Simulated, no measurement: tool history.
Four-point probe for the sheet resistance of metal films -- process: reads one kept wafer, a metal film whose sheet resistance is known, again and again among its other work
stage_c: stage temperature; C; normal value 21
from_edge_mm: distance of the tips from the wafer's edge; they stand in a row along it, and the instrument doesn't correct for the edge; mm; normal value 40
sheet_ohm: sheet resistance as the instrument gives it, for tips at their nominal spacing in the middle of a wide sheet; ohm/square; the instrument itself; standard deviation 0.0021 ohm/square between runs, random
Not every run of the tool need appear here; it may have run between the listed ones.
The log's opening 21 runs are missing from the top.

| run | hour | stage_c | from_edge_mm | sheet_ohm |
|---|---|---|---|---|
| 22 | 1314.6 | 35 | 8 | 10.772914 |
| 23 | 1351.8 | 26 | 6 | 10.818847 |
| 24 | 1438.9 | 26 | 6 | 10.820605 |
| 25 | 1486.6 | 30 | 4 | 11.022909 |
| 26 | 1535.5 | 21 | 4 | 11.000751 |
| 27 | 1618.8 | 21 | 4 | 10.998814 |
| 28 | 1670 | 34 | 51 | 10.700859 |
| 29 | 1731.5 | 34 | 51 | 10.698776 |
| 30 | 1815.9 | 34 | 51 | 10.69989 |

4 options for the next run, each taken on its own from the tool as it stands now. Forecast them:
| A | 1893.5 | 24 | 4 | ? |
| B | 1893.5 | 20 | 69 | ? |
| C | 1893.5 | 19 | 3 | ? |
| D | 1893.5 | 20 | 51 | ? |

| run | sheet_ohm |
|---|---|
| A | 11.025878 |
| B | 10.668647 |
| C | 11.261986 |
| D | 10.667773 |
Stripped of hidden state, with their random variation kept, the same runs would have yielded:
| run | sheet_ohm |
|---|---|
| A | 10.951448 |
| B | 10.596397 |
| C | 11.186031 |
| D | 10.59553 |
